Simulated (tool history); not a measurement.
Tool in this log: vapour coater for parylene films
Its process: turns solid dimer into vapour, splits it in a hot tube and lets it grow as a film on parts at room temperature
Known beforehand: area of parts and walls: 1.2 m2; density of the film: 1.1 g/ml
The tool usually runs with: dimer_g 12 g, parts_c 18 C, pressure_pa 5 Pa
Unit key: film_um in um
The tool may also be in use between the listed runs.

run,hour,dimer_g,parts_c,pressure_pa,film_um
1,0,12,18,5,4.45
2,46.1,12,18,5,4.38
3,88.9,12,18,5,4.4
4,145.9,12,18,5.45,4.34
5,189.6,12,18,5.45,4.36
6,223.2,12,18,5.45,4.43
7,278.7,12,18,5.45,4.43
8,309.2,12,18,5.45,4.4
9,368.6,12,18,5.45,4.37
10,427.6,12,18,5,4.45
11,469.1,12,18,5,4.45
12,498.2,8,18,5,3.01
13,549.8,18,25,9.83,4.93
# hour 575.7: trap's valve overhauled
14,610.7,7,11,8.87,2.82
15,651.8,7,11,8.87,2.91
16,703.6,7,11,8.91,2.89
17,749.1,7,21,8.91,2.21
18,777.9,7,21,8.91,2.16
19,832.5,7,21,8.91,2.2
20,889.1,16,21,5,5.51
21,941,16,21,5,5.51
22,994.5,16,21,5,5.47
23,1027.8,8,18,4.96,2.96

3 ways to go on from here, each from the tool as it stands after run 23. What would each give?
A,1086.3,8,13,4.72,?
B,1086.3,12,13,5,?
C,1086.3,14,21,2.59,?

run,film_um
A,3.42
B,5.15
C,5.32
With the hidden condition removed and each run's random variation left untouched, the same runs would have given:
run,film_um
A,3.43
B,5.17
C,5.34
